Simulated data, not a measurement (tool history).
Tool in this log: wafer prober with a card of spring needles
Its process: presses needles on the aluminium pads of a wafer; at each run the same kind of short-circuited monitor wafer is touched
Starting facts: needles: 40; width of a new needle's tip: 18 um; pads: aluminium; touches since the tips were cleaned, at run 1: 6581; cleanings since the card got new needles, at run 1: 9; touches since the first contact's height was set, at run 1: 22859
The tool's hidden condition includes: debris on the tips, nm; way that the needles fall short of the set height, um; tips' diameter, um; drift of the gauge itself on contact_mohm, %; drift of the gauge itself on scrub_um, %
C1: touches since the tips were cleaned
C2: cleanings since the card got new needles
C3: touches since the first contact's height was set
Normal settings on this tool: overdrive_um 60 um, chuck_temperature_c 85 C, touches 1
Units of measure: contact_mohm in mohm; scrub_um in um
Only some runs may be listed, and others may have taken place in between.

Run 1, hour 0: usual settings; C1 6581; C2 9; C3 22859. Result: contact_mohm 634 mohm, scrub_um 11.404 um.
At hour 8.2: tips cleaned on abrasive film.
Run 2, hour 15: usual settings; C1 1424; C2 10; C3 25965. Result: contact_mohm 424 mohm, scrub_um 11.403 um.
Run 3, hour 29: usual settings; C1 4347; C2 10; C3 28888. Result: contact_mohm 578 mohm, scrub_um 11.402 um.
Run 4, hour 38.1: usual settings but chuck_temperature_c 39 C; C1 6230; C2 10; C3 30771. Result: contact_mohm 645 mohm, scrub_um 11.398 um.
At hour 47.5: tips cleaned on abrasive film.
Run 5, hour 51: usual settings but chuck_temperature_c 39 C; C1 714; C2 11; C3 33433. Result: contact_mohm 350 mohm, scrub_um 11.387 um.
Run 6, hour 64.7: usual settings but chuck_temperature_c 39 C; C1 3567; C2 11; C3 36286. Result: contact_mohm 558 mohm, scrub_um 11.387 um.
Run 7, hour 75.5: usual settings but chuck_temperature_c 39 C; C1 5833; C2 11; C3 38552. Result: contact_mohm 631 mohm, scrub_um 11.388 um.
At hour 87.1: tips cleaned on abrasive film.
Run 8, hour 90.6: usual settings but chuck_temperature_c 39 C; C1 725; C2 12; C3 41667. Result: contact_mohm 338 mohm, scrub_um 11.389 um.
Run 9, hour 99.6: usual settings; C1 2598; C2 12; C3 43540. Result: contact_mohm 496 mohm, scrub_um 11.371 um.
Run 10, hour 109.1: usual settings; C1 4583; C2 12; C3 45525. Result: contact_mohm 587 mohm, scrub_um 11.383 um.
Run 11, hour 115.6: usual settings; C1 5927; C2 12; C3 46869. Result: contact_mohm 615 mohm, scrub_um 11.372 um.
Run 12, hour 125.9: usual settings; C1 8073; C2 12; C3 49015. Result: contact_mohm 647 mohm, scrub_um 11.375 um.
At hour 127.3: tips cleaned on abrasive film.
Run 13, hour 138.3: usual settings; C1 2299; C2 13; C3 51587. Result: contact_mohm 466 mohm, scrub_um 11.366 um.
Run 14, hour 146.4: usual settings; C1 3968; C2 13; C3 53256. Result: contact_mohm 558 mohm, scrub_um 11.357 um.
Run 15, hour 153.4: usual settings; C1 5435; C2 13; C3 54723. Result: contact_mohm 605 mohm, scrub_um 11.364 um.
Run 16, hour 160.5: usual settings; C1 6917; C2 13; C3 56205. Result: contact_mohm 639 mohm, scrub_um 11.365 um.
At hour 167: tips cleaned on abrasive film.
Run 17, hour 168.9: usual settings; C1 387; C2 14; C3 57923. Result: contact_mohm 315 mohm, scrub_um 11.352 um.
Run 18, hour 178.7: usual settings but overdrive_um 66 um, chuck_temperature_c 60 C, touches 2; C1 2445; C2 14; C3 59981. Result: contact_mohm 347 mohm, scrub_um 12.506 um.
Run 19, hour 191: usual settings but overdrive_um 75 um, chuck_temperature_c 60 C; C1 5002; C2 14; C3 62538. Result: contact_mohm 468 mohm, scrub_um 14.201 um.
At hour 205.8: height of the first contact set anew.
At hour 206.5: tips cleaned on abrasive film.
Run 20, hour 206.5: usual settings but overdrive_um 75 um, chuck_temperature_c 60 C; C1 0; C2 15; C3 141. Result: contact_mohm 244 mohm, scrub_um 14.269 um.
Run 21, hour 215.7: usual settings but overdrive_um 75 um, chuck_temperature_c 60 C; C1 1914; C2 15; C3 2055. Result: contact_mohm 363 mohm, scrub_um 14.261 um.
Run 22, hour 226.1: usual settings but overdrive_um 75 um, chuck_temperature_c 60 C; C1 4073; C2 15; C3 4214. Result: contact_mohm 446 mohm, scrub_um 14.268 um.
Run 23, hour 238.4: usual settings but overdrive_um 75 um, chuck_temperature_c 116 C, touches 2; C1 6641; C2 15; C3 6782. Result: contact_mohm 387 mohm, scrub_um 14.269 um.
At hour 246.4: tips cleaned on abrasive film.
Run 24, hour 248.1: usual settings but overdrive_um 50 um, chuck_temperature_c 80 C, touches 2; C1 366; C2 16; C3 8779. Result: contact_mohm 306 mohm, scrub_um 9.499 um.
Run 25, hour 259.1: usual settings but chuck_temperature_c 96 C; C1 2656; C2 16; C3 11069. Result: contact_mohm 480 mohm, scrub_um 11.402 um.
Run 26, hour 272.4: usual settings but chuck_temperature_c 96 C, touches 2; C1 5417; C2 16; C3 13830. Result: contact_mohm 455 mohm, scrub_um 11.402 um.
Run 27, hour 280: usual settings but overdrive_um 46 um, chuck_temperature_c 28 C, touches 2; C1 7003; C2 16; C3 15416. Result: contact_mohm 661 mohm, scrub_um 8.733 um.
At hour 286: tips cleaned on abrasive film.
Run 28, hour 290.5: usual settings but overdrive_um 44 um, chuck_temperature_c 76 C; C1 937; C2 17; C3 17586. Result: contact_mohm 505 mohm, scrub_um 8.347 um.
Run 29, hour 302.6: usual settings but overdrive_um 44 um, chuck_temperature_c 76 C; C1 3451; C2 17; C3 20100. Result: contact_mohm 793 mohm, scrub_um 8.342 um.
Run 30, hour 317.7: usual settings but overdrive_um 66 um, chuck_temperature_c 49 C; C1 6606; C2 17; C3 23255. Result: contact_mohm 576 mohm, scrub_um 12.519 um.
At hour 325.6: tips cleaned on abrasive film.
Run 31, hour 330.1: usual settings but overdrive_um 66 um, chuck_temperature_c 49 C; C1 930; C2 18; C3 25813. Result: contact_mohm 353 mohm, scrub_um 12.523 um.
Run 32, hour 340.3: usual settings but overdrive_um 66 um, chuck_temperature_c 49 C; C1 3059; C2 18; C3 27942. Result: contact_mohm 479 mohm, scrub_um 12.532 um.
Run 33, hour 348: usual settings but overdrive_um 74 um; C1 4656; C2 18; C3 29539. Result: contact_mohm 476 mohm, scrub_um 14.04 um.

Selected run-to-run steps in contact_mohm, each split into two signed amounts: the part the tool would show with no hidden state at all (from settings, incoming material and random variation), and the remainder, which goes to the hidden state together with any gauge scatter not common to the measured and the hidden-state-free results:
Run 4 -> 5: tips cleaned on abrasive film. contact_mohm -295 mohm: hidden state -287, all else -8.
Run 7 -> 8: tips cleaned on abrasive film. contact_mohm -293 mohm: hidden state -288, all else -5.
Run 16 -> 17: tips cleaned on abrasive film. contact_mohm -324 mohm: hidden state -324, all else +0.
